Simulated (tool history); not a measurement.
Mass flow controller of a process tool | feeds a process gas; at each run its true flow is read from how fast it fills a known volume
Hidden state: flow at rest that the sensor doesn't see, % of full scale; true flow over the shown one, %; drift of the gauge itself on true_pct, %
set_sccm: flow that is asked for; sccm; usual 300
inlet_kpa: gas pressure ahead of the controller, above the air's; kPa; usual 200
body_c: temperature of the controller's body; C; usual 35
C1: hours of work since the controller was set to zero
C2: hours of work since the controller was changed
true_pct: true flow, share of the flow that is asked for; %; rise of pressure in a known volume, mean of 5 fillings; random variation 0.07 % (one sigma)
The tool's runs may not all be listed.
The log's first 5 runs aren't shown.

run 6 day=47.708 | set_sccm=300 inlet_kpa=200 body_c=25 | C1=3321 C2=7703 | true_pct=98.56
run 7 day=59.888 | set_sccm=300 inlet_kpa=200 body_c=34 | C1=3533 C2=7915 | true_pct=97.83
run 8 day=76.929 | set_sccm=300 inlet_kpa=200 body_c=34 | C1=3829 C2=8211 | true_pct=97.55
run 9 day=92.904 | set_sccm=300 inlet_kpa=200 body_c=34 | C1=4107 C2=8489 | true_pct=97.35
-- day=97.204 controller's zero set anew
run 10 day=104.262 | set_sccm=300 inlet_kpa=200 body_c=34 | C1=123 C2=8686 | true_pct=97.26
run 11 day=114.933 | set_sccm=300 inlet_kpa=200 body_c=34 | C1=308 C2=8871 | true_pct=97.11
run 12 day=127.721 | set_sccm=300 inlet_kpa=200 body_c=25 | C1=530 C2=9094 | true_pct=97.52
run 13 day=143.275 | set_sccm=300 inlet_kpa=200 body_c=25 | C1=801 C2=9364 | true_pct=97.23
run 14 day=157.950 | set_sccm=300 inlet_kpa=200 body_c=25 | C1=1056 C2=9619 | true_pct=96.97
run 15 day=174.771 | set_sccm=300 inlet_kpa=200 body_c=25 | C1=1348 C2=9911 | true_pct=96.67
-- day=185.342 gauge calibrated
run 16 day=190.567 | set_sccm=300 inlet_kpa=200 body_c=25 | C1=1623 C2=10186 | true_pct=99.17
run 17 day=203.833 | set_sccm=300 inlet_kpa=200 body_c=25 | C1=1853 C2=10417 | true_pct=99.09
run 18 day=220.558 | set_sccm=300 inlet_kpa=200 body_c=35 | C1=2144 C2=10707 | true_pct=97.99
run 19 day=233.396 | set_sccm=300 inlet_kpa=200 body_c=35 | C1=2367 C2=10930 | true_pct=97.89
run 20 day=247.688 | set_sccm=300 inlet_kpa=200 body_c=35 | C1=2616 C2=11179 | true_pct=97.73
run 21 day=256.708 | set_sccm=300 inlet_kpa=200 body_c=35 | C1=2772 C2=11336 | true_pct=97.62
run 22 day=264.304 | set_sccm=300 inlet_kpa=200 body_c=35 | C1=2904 C2=11468 | true_pct=97.55
run 23 day=271.858 | set_sccm=300 inlet_kpa=200 body_c=35 | C1=3036 C2=11599 | true_pct=97.30
run 24 day=283.317 | set_sccm=300 inlet_kpa=200 body_c=21 | C1=3235 C2=11798 | true_pct=98.04
run 25 day=293.983 | set_sccm=474 inlet_kpa=180 body_c=33 | C1=3420 C2=11983 | true_pct=97.50
run 26 day=305.892 | set_sccm=120 inlet_kpa=199 body_c=33 | C1=3627 C2=12190 | true_pct=96.71
run 27 day=316.654 | set_sccm=120 inlet_kpa=199 body_c=33 | C1=3814 C2=12378 | true_pct=96.73
run 28 day=332.075 | set_sccm=441 inlet_kpa=155 body_c=33 | C1=4082 C2=12646 | true_pct=96.93
-- day=338.108 controller's zero set anew
run 29 day=340.512 | set_sccm=384 inlet_kpa=240 body_c=22 | C1=42 C2=12792 | true_pct=97.11
run 30 day=348.683 | set_sccm=384 inlet_kpa=240 body_c=22 | C1=184 C2=12934 | true_pct=96.85

Forecast run 31:
run 31 day=362.725 | set_sccm=300 inlet_kpa=259 body_c=21 | C1=428 C2=13178 | true_pct=?

{"run 31": {"true_pct": 96.71}}
Without the tool's hidden state the same run would have given true_pct 99.31 %.

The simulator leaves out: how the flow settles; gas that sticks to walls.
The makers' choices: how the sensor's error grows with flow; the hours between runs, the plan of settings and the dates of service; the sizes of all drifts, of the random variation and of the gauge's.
